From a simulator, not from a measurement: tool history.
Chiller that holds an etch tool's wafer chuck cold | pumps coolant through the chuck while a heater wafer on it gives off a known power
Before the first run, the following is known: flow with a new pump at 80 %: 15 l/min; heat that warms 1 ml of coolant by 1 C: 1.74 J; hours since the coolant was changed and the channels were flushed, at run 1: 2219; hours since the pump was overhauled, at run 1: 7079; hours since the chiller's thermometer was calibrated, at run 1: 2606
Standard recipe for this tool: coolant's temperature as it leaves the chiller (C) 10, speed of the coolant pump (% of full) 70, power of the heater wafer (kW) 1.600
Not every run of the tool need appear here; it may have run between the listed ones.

| run | hour | coolant's temperature as it leaves the chiller (C) | speed of the coolant pump (% of full) | power of the heater wafer (kW) | hours since the coolant was changed and the channels were flushed | hours since the pump was overhauled | hours since the chiller's thermometer was calibrated | chuck's temperature once it has settled (C) | how much warmer the coolant comes back (C) |
|---|---|---|---|---|---|---|---|---|---|
| 1 | 0.0 | 10 | 70 | 1.600 | 2219 | 7079 | 2606 | 21.6 | 4.22 |
| 2 | 188.2 | 10 | 67 | 1.600 | 2407 | 7267 | 2794 | 21.9 | 4.37 |
| 3 | 332.2 | 10 | 75 | 1.600 | 2551 | 7411 | 2938 | 21.1 | 3.91 |
| 4 | 457.5 | 10 | 75 | 1.600 | 2676 | 7537 | 3063 | 21.1 | 4.00 |
| 5 | 649.5 | 10 | 70 | 1.852 | 2868 | 7729 | 3255 | 23.5 | 4.88 |
| 6 | 832.7 | 10 | 70 | 1.153 | 3051 | 7912 | 3439 | 18.2 | 3.07 |
| 7 | 1021.3 | 10 | 70 | 1.600 | 3240 | 8100 | 3627 | 21.5 | 4.26 |
|  | 1116.6 | chiller's thermometer calibrated |
| 8 | 1181.0 | 10 | 70 | 1.600 | 3399 | 8259 | 64 | 21.4 | 4.20 |
| 9 | 1304.7 | 10 | 70 | 1.524 | 3522 | 8383 | 188 | 21.0 | 4.01 |
| 10 | 1457.3 | 10 | 70 | 1.524 | 3675 | 8535 | 341 | 21.0 | 4.04 |
| 11 | 1583.9 | 10 | 70 | 1.524 | 3802 | 8662 | 467 | 21.0 | 4.01 |
| 12 | 1727.9 | 10 | 70 | 1.600 | 3946 | 8806 | 611 | 21.5 | 4.26 |
| 13 | 1914.9 | 9 | 70 | 1.600 | 4133 | 8993 | 798 | 20.5 | 4.31 |
| 14 | 2091.9 | 9 | 70 | 1.600 | 4310 | 9170 | 975 | 20.5 | 4.32 |
| 15 | 2272.5 | 3 | 70 | 1.600 | 4490 | 9351 | 1156 | 14.5 | 4.31 |
| 16 | 2379.0 | 3 | 70 | 1.600 | 4597 | 9457 | 1262 | 14.7 | 4.30 |
| 17 | 2588.3 | 3 | 70 | 2.029 | 4806 | 9666 | 1472 | 17.6 | 5.44 |
| 18 | 2730.5 | 12 | 64 | 0.982 | 4948 | 9809 | 1614 | 19.6 | 2.95 |
| 19 | 2913.0 | 12 | 64 | 0.982 | 5131 | 9991 | 1796 | 19.6 | 2.97 |
| 20 | 3041.0 | 5 | 64 | 0.870 | 5259 | 10119 | 1924 | 11.7 | 2.64 |
| 21 | 3163.3 | 19 | 70 | 1.600 | 5381 | 10241 | 2047 | 30.6 | 4.37 |
| 22 | 3280.6 | 19 | 70 | 1.600 | 5498 | 10359 | 2164 | 30.5 | 4.37 |
| 23 | 3469.0 | 19 | 70 | 1.600 | 5687 | 10547 | 2352 | 30.4 | 4.33 |
|  | 3538.6 | coolant pump overhauled |
| 24 | 3630.6 | 4 | 76 | 1.115 | 5843 | 92 | 2509 | 11.6 | 2.77 |
| 25 | 3780.6 | 10 | 85 | 1.600 | 5993 | 242 | 2659 | 20.3 | 3.62 |
| 26 | 3896.4 | 11 | 73 | 1.959 | 6109 | 358 | 2775 | 24.7 | 5.09 |
| 27 | 4090.5 | 11 | 61 | 1.959 | 6303 | 552 | 2969 | 26.2 | 6.01 |
| 28 | 4278.4 | 3 | 70 | 1.083 | 6491 | 740 | 3157 | 10.8 | 3.01 |
| 29 | 4420.4 | 12 | 70 | 1.074 | 6633 | 882 | 3299 | 19.8 | 2.97 |
| 30 | 4559.8 | 20 | 63 | 1.577 | 6773 | 1021 | 3438 | 32.1 | 4.70 |
| 31 | 4648.3 | 20 | 98 | 0.959 | 6861 | 1110 | 3527 | 25.6 | 2.01 |

Each run again, without the hidden state but with its own random variation kept:
Hidden conditions of the tool in this case: heat passed by the chuck's channels, % of clean ones'; flow at a given pump speed, % of a new pump's; coolant's true temperature over the reading, C; drift of the gauge itself on chuck_c, C; drift of the gauge itself on warmer_back_c, C.
| run | how much warmer the coolant comes back (C) |
|---|---|
| 1 | 4.21 |
| 2 | 4.35 |
| 3 | 3.88 |
| 4 | 3.98 |
| 5 | 4.84 |
| 6 | 3.02 |
| 7 | 4.21 |
| 8 | 4.14 |
| 9 | 3.94 |
| 10 | 3.97 |
| 11 | 3.93 |
| 12 | 4.18 |
| 13 | 4.22 |
| 14 | 4.22 |
| 15 | 4.20 |
| 16 | 4.19 |
| 17 | 5.31 |
| 18 | 2.83 |
| 19 | 2.83 |
| 20 | 2.50 |
| 21 | 4.22 |
| 22 | 4.22 |
| 23 | 4.17 |
| 24 | 2.61 |
| 25 | 3.45 |
| 26 | 4.92 |
| 27 | 5.83 |
| 28 | 2.82 |
| 29 | 2.78 |
| 30 | 4.50 |
| 31 | 1.81 |
chuck's temperature once it has settled (C): within 0.1 of the measured result in every run.
